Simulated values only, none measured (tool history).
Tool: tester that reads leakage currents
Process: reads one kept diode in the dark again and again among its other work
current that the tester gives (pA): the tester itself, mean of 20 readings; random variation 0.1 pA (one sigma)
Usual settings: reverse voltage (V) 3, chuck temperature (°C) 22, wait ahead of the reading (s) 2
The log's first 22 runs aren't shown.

run,hour,reverse voltage (V),chuck temperature (°C),wait ahead of the reading (s),current that the tester gives (pA)
23,791.8,3,38,2,96.62
24,829.1,1.07,47,0.63,117.62
25,871.5,1.56,58,0.9,297.54
26,905.5,14.32,27,0.81,95.63
27,934.1,14.32,27,0.81,95.37
28,972.4,14.32,27,0.81,96.12
29,1004.5,6.97,22,8.18,44.45
# hour 1030.6: chuck's temperature calibrated
30,1057.3,6.97,22,9.1,49.32
31,1082.4,6.97,22,9.1,48.97
32,1109.1,9.85,48,9.1,365.4
33,1145.1,6.54,29,0.8,79.59
34,1191.1,6.54,29,0.8,80.14
35,1233.6,9.16,24,2,65.8
36,1280.2,9.16,24,2,66.2
37,1302.1,1.68,22,4.12,23.93
38,1347.5,1.68,22,0.7,24.19
39,1378.1,1.68,22,0.7,24.27
40,1400,12.97,25,2,84.97

Forecast each of these 3 alternatives for the next run:
A,1438,3.79,41,2,?
B,1438,9.76,45,2,?
C,1438,4.91,30,1.41,?

run,current that the tester gives (pA)
A,143.01
B,289.88
C,72.79
Without the tool's hidden state the same runs would have given:
run,current that the tester gives (pA)
A,143.24
B,287.19
C,68.79
